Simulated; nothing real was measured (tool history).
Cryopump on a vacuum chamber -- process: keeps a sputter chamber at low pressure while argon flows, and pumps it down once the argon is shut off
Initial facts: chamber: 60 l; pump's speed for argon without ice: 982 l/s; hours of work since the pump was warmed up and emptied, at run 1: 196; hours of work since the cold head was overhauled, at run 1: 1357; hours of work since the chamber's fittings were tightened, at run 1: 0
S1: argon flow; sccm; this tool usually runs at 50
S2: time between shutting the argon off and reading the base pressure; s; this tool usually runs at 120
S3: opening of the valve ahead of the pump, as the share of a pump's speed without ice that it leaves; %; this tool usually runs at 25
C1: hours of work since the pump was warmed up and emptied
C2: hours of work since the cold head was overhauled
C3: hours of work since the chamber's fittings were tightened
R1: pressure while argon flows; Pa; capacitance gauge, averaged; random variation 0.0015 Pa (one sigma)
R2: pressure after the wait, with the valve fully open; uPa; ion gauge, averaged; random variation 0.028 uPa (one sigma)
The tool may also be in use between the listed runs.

| run | day | S1 | S2 | S3 | C1 | C2 | C3 | R1 | R2 |
|---|---|---|---|---|---|---|---|---|---|
| 1 | 0.000 | 50 | 120 | 25 | 196 | 1357 | 0 | 0.3489 | 1.40 |
| 2 | 2.346 | 50 | 120 | 25 | 244 | 1404 | 48 | 0.3512 | 1.39 |
| 3 | 4.100 | 50 | 120 | 25 | 279 | 1440 | 83 | 0.3510 | 1.40 |
| 4 | 6.629 | 50 | 68 | 25 | 330 | 1491 | 134 | 0.3538 | 2.29 |
| 5 | 9.058 | 50 | 68 | 25 | 380 | 1540 | 184 | 0.3548 | 2.32 |
| 6 | 10.546 | 50 | 120 | 31 | 410 | 1570 | 214 | 0.2886 | 1.53 |
| 7 | 12.012 | 50 | 120 | 31 | 439 | 1600 | 243 | 0.2876 | 1.59 |
| 8 | 14.375 | 50 | 120 | 31 | 487 | 1648 | 291 | 0.2898 | 1.60 |
| 9 | 15.633 | 50 | 120 | 44 | 513 | 1673 | 317 | 0.2086 | 1.62 |
| 10 | 17.058 | 50 | 120 | 25 | 542 | 1702 | 346 | 0.3568 | 1.68 |
| 11 | 19.775 | 50 | 120 | 25 | 597 | 1757 | 401 | 0.3597 | 1.75 |
| 12 | 22.012 | 25 | 268 | 17 | 642 | 1803 | 446 | 0.2616 | 1.22 |
| 13 | 23.738 | 25 | 268 | 17 | 677 | 1838 | 481 | 0.2624 | 1.22 |
| 14 | 26.329 | 25 | 268 | 17 | 730 | 1890 | 534 | 0.2629 | 1.34 |

The next listed run, before its measurement:
| 15 | 27.700 | 93 | 24 | 35 | 757 | 1918 | 561 | ? | ? |

{"run 15": {"R1": 0.4961, "R2": 5.89}}
With the hidden condition absent and the run-to-run variation left alone, this run would have shown R1 0.4578 Pa, R2 5.31 uPa.
